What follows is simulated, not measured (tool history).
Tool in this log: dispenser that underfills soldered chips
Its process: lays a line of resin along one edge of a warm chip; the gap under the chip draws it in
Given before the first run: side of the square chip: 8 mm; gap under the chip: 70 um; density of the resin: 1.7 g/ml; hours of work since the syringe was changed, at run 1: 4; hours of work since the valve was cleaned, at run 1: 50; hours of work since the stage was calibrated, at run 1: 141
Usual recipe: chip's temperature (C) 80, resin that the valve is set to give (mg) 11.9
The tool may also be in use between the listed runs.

run    day  chip's temperature (C)  resin that the valve is set to give (mg)  hours of work since the syringe was changed  hours of work since the valve was cleaned  hours of work since the stage was calibrated  time until the resin shows at the far edge (s)  resin that the valve gave (mg)
  1  0.000                      80                                      11.9                                            4                                         50                                           141                                            57.8                           11.62
  2  0.129                      80                                      11.9                                            6                                         52                                           144                                            71.0                           11.60
     0.204  -- new syringe of resin
  3  0.267                      80                                      11.7                                            1                                         55                                           146                                            48.2                           11.42
  4  0.446                      80                                      11.9                                            5                                         58                                           149                                            64.2                           11.47
  5  0.533                      80                                      11.9                                            6                                         60                                           151                                            72.4                           11.51
     0.583  -- new syringe of resin
  6  0.696                      80                                      11.9                                            2                                         63                                           154                                            52.6                           11.52
  7  0.821                      80                                      11.9                                            5                                         65                                           156                                            61.7                           11.56
  8  0.912                      71                                      11.9                                            6                                         67                                           158                                           102.4                           11.51
     0.962  -- new syringe of resin
  9  1.008                      80                                      11.9                                            1                                         68                                           160                                            46.1                           11.54
 10  1.192                      73                                      13.3                                            4                                         72                                           163                                            78.2                           12.86
     1.342  -- new syringe of resin
 11  1.367                      75                                      15.1                                            0                                         75                                           166                                            53.4                           14.62
 12  1.462                      71                                      11.0                                            2                                         77                                           168                                            74.9                           10.63
 13  1.646                      80                                      11.4                                            6                                         80                                           171                                            70.4                           10.93
     1.721  -- new syringe of resin
 14  1.808                      86                                      13.3                                            2                                         83                                           174                                            39.1                           12.74
 15  1.904                      80                                      11.9                                            3                                         85                                           176                                            58.7                           11.41
 16  2.025                      80                                      12.5                                            6                                         87                                           178                                            69.4                           11.92
     2.100  -- new syringe of resin
 17  2.188                      94                                      12.9                                            2                                         90                                           181                                            29.0                           12.30
 18  2.317                      94                                      12.9                                            4                                         93                                           184                                            36.0                           12.28

Forecast each of these 5 alternatives for the next run:
     2.475  -- new syringe of resin
  A  2.475                      90                                      11.9                                            0                                         95                                           186                                               ?                               ?
     2.475  -- new syringe of resin
  B  2.475                      88                                      14.6                                            0                                         95                                           186                                               ?                               ?
     2.475  -- new syringe of resin
  C  2.475                      81                                      13.0                                            0                                         95                                           186                                               ?                               ?
     2.475  -- new syringe of resin
  D  2.475                      80                                      12.4                                            0                                         95                                           186                                               ?                               ?
     2.475  -- new syringe of resin
  E  2.475                      92                                      12.9                                            0                                         95                                           186                                               ?                               ?

run  time until the resin shows at the far edge (s)  resin that the valve gave (mg)
  A                                            28.8                           11.33
  B                                            30.4                           13.92
  C                                            40.1                           12.45
  D                                            42.7                           11.85
  E                                            27.1                           12.24
With the hidden condition removed and each run's random variation left untouched, the same runs would have given:
run  time until the resin shows at the far edge (s)  resin that the valve gave (mg)
  A                                            28.6                           11.89
  B                                            30.3                           14.61
  C                                            39.8                           13.06
  D                                            42.4                           12.44
  E                                            27.0                           12.85
